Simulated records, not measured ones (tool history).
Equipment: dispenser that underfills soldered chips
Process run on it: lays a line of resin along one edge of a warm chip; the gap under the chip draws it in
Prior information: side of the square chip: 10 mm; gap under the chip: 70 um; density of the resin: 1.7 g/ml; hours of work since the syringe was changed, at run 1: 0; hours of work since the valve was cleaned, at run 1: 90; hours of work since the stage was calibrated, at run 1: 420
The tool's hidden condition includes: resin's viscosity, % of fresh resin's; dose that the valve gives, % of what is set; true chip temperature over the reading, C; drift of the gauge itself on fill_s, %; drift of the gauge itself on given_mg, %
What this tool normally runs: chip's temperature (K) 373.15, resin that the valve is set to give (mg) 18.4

| run | day | chip's temperature (K) | resin that the valve is set to give (mg) | hours of work since the syringe was changed | hours of work since the valve was cleaned | hours of work since the stage was calibrated | time until the resin shows at the far edge (s) | resin that the valve gave (mg) |
|---|---|---|---|---|---|---|---|---|
| 1 | 0.000 | 373.15 | 18.4 | 0 | 90 | 420 | 92.1 | 16.73 |
| 2 | 0.250 | 373.15 | 18.4 | 4 | 94 | 424 | 107.7 | 16.60 |
|  | 0.467 | new syringe of resin |
| 3 | 0.558 | 373.15 | 18.4 | 2 | 99 | 429 | 95.4 | 16.60 |
|  | 0.962 | new syringe of resin |
| 4 | 1.021 | 370.15 | 18.4 | 1 | 106 | 437 | 105.9 | 16.40 |
|  | 1.450 | new syringe of resin |
| 5 | 1.467 | 370.15 | 18.4 | 0 | 114 | 444 | 99.8 | 16.37 |
| 6 | 1.875 | 381.15 | 23.1 | 7 | 121 | 451 | 84.2 | 20.42 |
|  | 1.938 | new syringe of resin |
| 7 | 2.171 | 369.15 | 18.8 | 4 | 125 | 456 | 124.6 | 16.35 |
|  | 2.404 | new syringe of resin |
|  | 2.671 | dispensing valve cleaned and set on the balance |
| 8 | 2.758 | 382.15 | 19.7 | 5 | 1 | 465 | 78.1 | 19.45 |
|  | 2.908 | new syringe of resin |
|  | 3.125 | stage's temperature calibrated |
| 9 | 3.392 | 382.15 | 19.7 | 7 | 11 | 5 | 74.5 | 19.51 |
|  | 3.462 | new syringe of resin |
| 10 | 3.783 | 382.15 | 19.7 | 5 | 18 | 11 | 69.0 | 19.28 |

For each run, the measured value with the value that run would have given without the tool's hidden condition subtracted. The run-to-run variation is shared by both, the gauge scatter possibly not:
| run | time until the resin shows at the far edge (s) | resin that the valve gave (mg) |
|---|---|---|
| 1 | +12.5 | -1.65 |
| 2 | +27.3 | -1.73 |
| 3 | +17.4 | -1.83 |
| 4 | +18.4 | -1.95 |
| 5 | +13.6 | -2.11 |
| 6 | +25.4 | -2.83 |
| 7 | +33.7 | -2.37 |
| 8 | +20.3 | -0.06 |
| 9 | +17.2 | -0.25 |
| 10 | +12.1 | -0.38 |
